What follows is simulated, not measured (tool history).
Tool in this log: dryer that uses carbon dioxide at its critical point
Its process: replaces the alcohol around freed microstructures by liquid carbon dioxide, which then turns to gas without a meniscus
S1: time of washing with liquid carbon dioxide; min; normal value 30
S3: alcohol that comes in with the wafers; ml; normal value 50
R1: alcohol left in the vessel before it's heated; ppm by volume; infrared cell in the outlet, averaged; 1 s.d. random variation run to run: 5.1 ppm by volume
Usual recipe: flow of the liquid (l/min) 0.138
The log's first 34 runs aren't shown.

At hour 691.7: inlet filter changed.
Run 35, hour 701.3: usual settings but S1 20 min, flow of the liquid (l/min) 0.229, S3 26 ml. Result: R1 76 ppm by volume.
Run 36, hour 720.7: usual settings but S1 38 min, flow of the liquid (l/min) 0.229, S3 95 ml. Result: R1 67 ppm by volume.
Run 37, hour 747.3: usual settings but S1 38 min, flow of the liquid (l/min) 0.229, S3 95 ml. Result: R1 76 ppm by volume.
Run 38, hour 772.0: usual settings but S1 38 min, flow of the liquid (l/min) 0.229, S3 95 ml. Result: R1 74 ppm by volume.
Run 39, hour 797.3: usual settings but S1 38 min, flow of the liquid (l/min) 0.113, S3 91 ml. Result: R1 142 ppm by volume.
Run 40, hour 825.0: usual settings but S1 38 min, flow of the liquid (l/min) 0.112, S3 20 ml. Result: R1 95 ppm by volume.
Run 41, hour 843.8: usual settings but S1 38 min, flow of the liquid (l/min) 0.112, S3 20 ml. Result: R1 100 ppm by volume.
Run 42, hour 869.0: usual settings but S1 35 min, S3 27 ml. Result: R1 89 ppm by volume.
Run 43, hour 882.6: usual settings but S1 35 min, flow of the liquid (l/min) 0.164, S3 69 ml. Result: R1 82 ppm by volume.
Run 44, hour 909.5: usual settings but S1 39 min, flow of the liquid (l/min) 0.164, S3 69 ml. Result: R1 80 ppm by volume.
Run 45, hour 921.2: usual settings but S1 39 min, flow of the liquid (l/min) 0.164, S3 69 ml. Result: R1 80 ppm by volume.
Run 46, hour 942.5: usual settings but S1 39 min, flow of the liquid (l/min) 0.164, S3 69 ml. Result: R1 78 ppm by volume.
Run 47, hour 955.0: usual settings but S1 26 min, flow of the liquid (l/min) 0.091, S3 70 ml. Result: R1 1855 ppm by volume.
Run 48, hour 971.7: usual settings but S1 26 min, flow of the liquid (l/min) 0.091, S3 70 ml. Result: R1 1930 ppm by volume.

3 options for the next run, each taken on its own from the tool as it stands now. Forecast them:
Run A, hour 986.8: usual settings but S1 25 min, flow of the liquid (l/min) 0.126. Result: R1 ?.
Run B, hour 986.8: usual settings but S1 26 min, flow of the liquid (l/min) 0.091, S3 43 ml. Result: R1 ?.
Run C, hour 986.8: usual settings but S1 39 min, flow of the liquid (l/min) 0.193. Result: R1 ?.

run    R1
  A   427
  B  1226
  C    90
Take away the tool's hidden state, keep each run's random variation, and the runs would have read:
run    R1
  A   296
  B  1020
  C     4
